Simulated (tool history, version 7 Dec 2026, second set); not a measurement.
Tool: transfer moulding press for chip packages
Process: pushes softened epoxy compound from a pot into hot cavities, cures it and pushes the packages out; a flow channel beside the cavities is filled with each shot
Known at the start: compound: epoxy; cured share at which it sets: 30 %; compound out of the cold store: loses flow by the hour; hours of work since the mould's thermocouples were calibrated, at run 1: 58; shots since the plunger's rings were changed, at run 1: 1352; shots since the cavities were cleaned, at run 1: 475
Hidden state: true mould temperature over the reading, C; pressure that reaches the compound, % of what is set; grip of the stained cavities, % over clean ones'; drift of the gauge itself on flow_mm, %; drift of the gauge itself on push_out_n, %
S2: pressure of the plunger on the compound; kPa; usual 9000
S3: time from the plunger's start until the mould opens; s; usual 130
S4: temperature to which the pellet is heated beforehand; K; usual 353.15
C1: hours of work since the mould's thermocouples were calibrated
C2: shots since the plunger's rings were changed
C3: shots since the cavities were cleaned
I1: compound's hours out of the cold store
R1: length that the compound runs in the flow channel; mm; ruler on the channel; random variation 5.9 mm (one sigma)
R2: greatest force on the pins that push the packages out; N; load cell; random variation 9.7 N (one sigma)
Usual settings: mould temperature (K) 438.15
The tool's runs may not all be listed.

{"run": 1, "hour": 0.0, "mould temperature (K)": 438.15, "S2": 9000, "S3": 130, "S4": 353.15, "C1": 58, "C2": 1352, "C3": 475, "I1": 37.4, "R1": 634, "R2": 618}
{"hour": 36.6, "done": "cavities cleaned with cleaning compound and waxed"}
{"run": 2, "hour": 44.4, "mould temperature (K)": 438.15, "S2": 9000, "S3": 130, "S4": 353.15, "C1": 78, "C2": 1633, "C3": 51, "I1": 43.8, "R1": 608, "R2": 469}
{"run": 3, "hour": 95.6, "mould temperature (K)": 438.15, "S2": 9000, "S3": 130, "S4": 353.15, "C1": 101, "C2": 1969, "C3": 387, "I1": 10.6, "R1": 732, "R2": 614}
{"hour": 146.1, "done": "cavities cleaned with cleaning compound and waxed"}
{"run": 4, "hour": 172.0, "mould temperature (K)": 438.15, "S2": 9000, "S3": 130, "S4": 353.15, "C1": 136, "C2": 2460, "C3": 170, "I1": 11.2, "R1": 701, "R2": 527}
{"hour": 255.4, "done": "cavities cleaned with cleaning compound and waxed"}
{"run": 5, "hour": 255.4, "mould temperature (K)": 438.15, "S2": 9000, "S3": 130, "S4": 353.15, "C1": 173, "C2": 2997, "C3": 0, "I1": 45.1, "R1": 574, "R2": 451}
{"run": 6, "hour": 308.4, "mould temperature (K)": 438.15, "S2": 9000, "S3": 130, "S4": 353.15, "C1": 198, "C2": 3345, "C3": 348, "I1": 21.4, "R1": 667, "R2": 561}
{"run": 7, "hour": 350.5, "mould temperature (K)": 438.15, "S2": 9070, "S3": 130, "S4": 353.15, "C1": 217, "C2": 3621, "C3": 624, "I1": 34.9, "R1": 618, "R2": 641}
{"hour": 364.5, "done": "cavities cleaned with cleaning compound and waxed"}
{"hour": 371.1, "done": "plunger's sealing rings changed"}
{"run": 8, "hour": 419.4, "mould temperature (K)": 441.15, "S2": 9000, "S3": 130, "S4": 353.15, "C1": 247, "C2": 317, "C3": 344, "I1": 31.6, "R1": 656, "R2": 541}
{"run": 9, "hour": 464.7, "mould temperature (K)": 432.15, "S2": 9000, "S3": 130, "S4": 353.15, "C1": 268, "C2": 614, "C3": 641, "I1": 31.8, "R1": 677, "R2": 873}
{"hour": 475.6, "done": "cavities cleaned with cleaning compound and waxed"}
{"run": 10, "hour": 544.0, "mould temperature (K)": 438.15, "S2": 9000, "S3": 130, "S4": 353.15, "C1": 304, "C2": 1124, "C3": 448, "I1": 39.8, "R1": 620, "R2": 590}
{"hour": 586.0, "done": "cavities cleaned with cleaning compound and waxed"}
{"run": 11, "hour": 610.2, "mould temperature (K)": 438.15, "S2": 9000, "S3": 130, "S4": 353.15, "C1": 333, "C2": 1548, "C3": 158, "I1": 17.4, "R1": 691, "R2": 533}
{"run": 12, "hour": 683.6, "mould temperature (K)": 438.15, "S2": 9000, "S3": 130, "S4": 353.15, "C1": 367, "C2": 2030, "C3": 640, "I1": 16.4, "R1": 695, "R2": 668}
{"hour": 695.2, "done": "cavities cleaned with cleaning compound and waxed"}
{"run": 13, "hour": 722.1, "mould temperature (K)": 438.15, "S2": 9000, "S3": 130, "S4": 353.15, "C1": 384, "C2": 2272, "C3": 176, "I1": 23.2, "R1": 668, "R2": 513}
{"run": 14, "hour": 783.8, "mould temperature (K)": 438.15, "S2": 9000, "S3": 130, "S4": 353.15, "C1": 413, "C2": 2677, "C3": 581, "I1": 37.5, "R1": 617, "R2": 635}
{"hour": 810.4, "done": "cavities cleaned with cleaning compound and waxed"}
{"run": 15, "hour": 857.0, "mould temperature (K)": 438.15, "S2": 9000, "S3": 168, "S4": 353.15, "C1": 446, "C2": 3147, "C3": 305, "I1": 40.8, "R1": 591, "R2": 517}
{"hour": 925.4, "done": "cavities cleaned with cleaning compound and waxed"}
{"run": 16, "hour": 925.4, "mould temperature (K)": 438.15, "S2": 9000, "S3": 168, "S4": 353.15, "C1": 476, "C2": 3586, "C3": 0, "I1": 21.5, "R1": 663, "R2": 391}
{"hour": 951.8, "done": "plunger's sealing rings changed"}
{"run": 17, "hour": 975.1, "mould temperature (K)": 438.15, "S2": 9000, "S3": 168, "S4": 353.15, "C1": 498, "C2": 152, "C3": 309, "I1": 32.1, "R1": 655, "R2": 514}
{"run": 18, "hour": 1031.4, "mould temperature (K)": 438.15, "S2": 9000, "S3": 168, "S4": 353.15, "C1": 524, "C2": 522, "C3": 679, "I1": 42.7, "R1": 605, "R2": 601}
{"hour": 1039.3, "done": "cavities cleaned with cleaning compound and waxed"}
{"hour": 1087.1, "done": "mould's thermocouples calibrated"}
{"run": 19, "hour": 1095.0, "mould temperature (K)": 441.15, "S2": 9090, "S3": 144, "S4": 361.15, "C1": 4, "C2": 916, "C3": 352, "I1": 37.0, "R1": 619, "R2": 519}
{"hour": 1154.4, "done": "cavities cleaned with cleaning compound and waxed"}
{"run": 20, "hour": 1169.3, "mould temperature (K)": 439.15, "S2": 9590, "S3": 130, "S4": 353.15, "C1": 37, "C2": 1394, "C3": 98, "I1": 45.6, "R1": 613, "R2": 472}
{"run": 21, "hour": 1244.3, "mould temperature (K)": 435.15, "S2": 10480, "S3": 129, "S4": 345.15, "C1": 72, "C2": 1885, "C3": 589, "I1": 45.4, "R1": 637, "R2": 706}
{"hour": 1264.9, "done": "cavities cleaned with cleaning compound and waxed"}
{"run": 22, "hour": 1284.3, "mould temperature (K)": 433.15, "S2": 6980, "S3": 118, "S4": 361.15, "C1": 89, "C2": 2138, "C3": 127, "I1": 21.3, "R1": 606, "R2": 756}
{"run": 23, "hour": 1356.9, "mould temperature (K)": 445.15, "S2": 7380, "S3": 132, "S4": 353.15, "C1": 123, "C2": 2614, "C3": 603, "I1": 19.7, "R1": 600, "R2": 599}
{"hour": 1379.5, "done": "cavities cleaned with cleaning compound and waxed"}
{"run": 24, "hour": 1440.6, "mould temperature (K)": 445.15, "S2": 7380, "S3": 132, "S4": 359.15, "C1": 161, "C2": 3153, "C3": 400, "I1": 40.2, "R1": 528, "R2": 512}
{"run": 25, "hour": 1486.4, "mould temperature (K)": 445.15, "S2": 7380, "S3": 132, "S4": 359.15, "C1": 182, "C2": 3453, "C3": 700, "I1": 12.7, "R1": 616, "R2": 593}
{"hour": 1494.0, "done": "cavities cleaned with cleaning compound and waxed"}
{"hour": 1534.9, "done": "plunger's sealing rings changed"}
{"run": 26, "hour": 1549.0, "mould temperature (K)": 438.15, "S2": 8420, "S3": 130, "S4": 353.15, "C1": 209, "C2": 93, "C3": 345, "I1": 32.9, "R1": 641, "R2": 570}
{"hour": 1593.7, "done": "mould's thermocouples calibrated, once more"}
{"hour": 1610.2, "done": "cavities cleaned with cleaning compound and waxed"}
{"run": 27, "hour": 1623.9, "mould temperature (K)": 438.15, "S2": 6930, "S3": 130, "S4": 358.15, "C1": 13, "C2": 561, "C3": 90, "I1": 16.8, "R1": 631, "R2": 500}
{"run": 28, "hour": 1694.5, "mould temperature (K)": 438.15, "S2": 8110, "S3": 130, "S4": 346.15, "C1": 46, "C2": 1024, "C3": 553, "I1": 21.7, "R1": 661, "R2": 631}

The same runs without the tool's hidden state, with the same run-to-run variation:
run=1 R1=648 R2=442
run=2 R1=625 R2=441
run=3 R1=757 R2=459
run=4 R1=731 R2=445
run=5 R1=605 R2=449
run=6 R1=706 R2=433
run=7 R1=658 R2=448
run=8 R1=660 R2=419
run=9 R1=685 R2=608
run=10 R1=633 R2=433
run=11 R1=711 R2=460
run=12 R1=720 R2=461
run=13 R1=696 R2=442
run=14 R1=647 R2=446
run=15 R1=625 R2=402
run=16 R1=706 R2=384
run=17 R1=660 R2=404
run=18 R1=613 R2=412
run=19 R1=632 R2=403
run=20 R1=631 R2=425
run=21 R1=661 R2=513
run=22 R1=632 R2=714
run=23 R1=631 R2=417
run=24 R1=560 R2=388
run=25 R1=658 R2=405
run=26 R1=645 R2=455
run=27 R1=636 R2=456
run=28 R1=672 R2=438
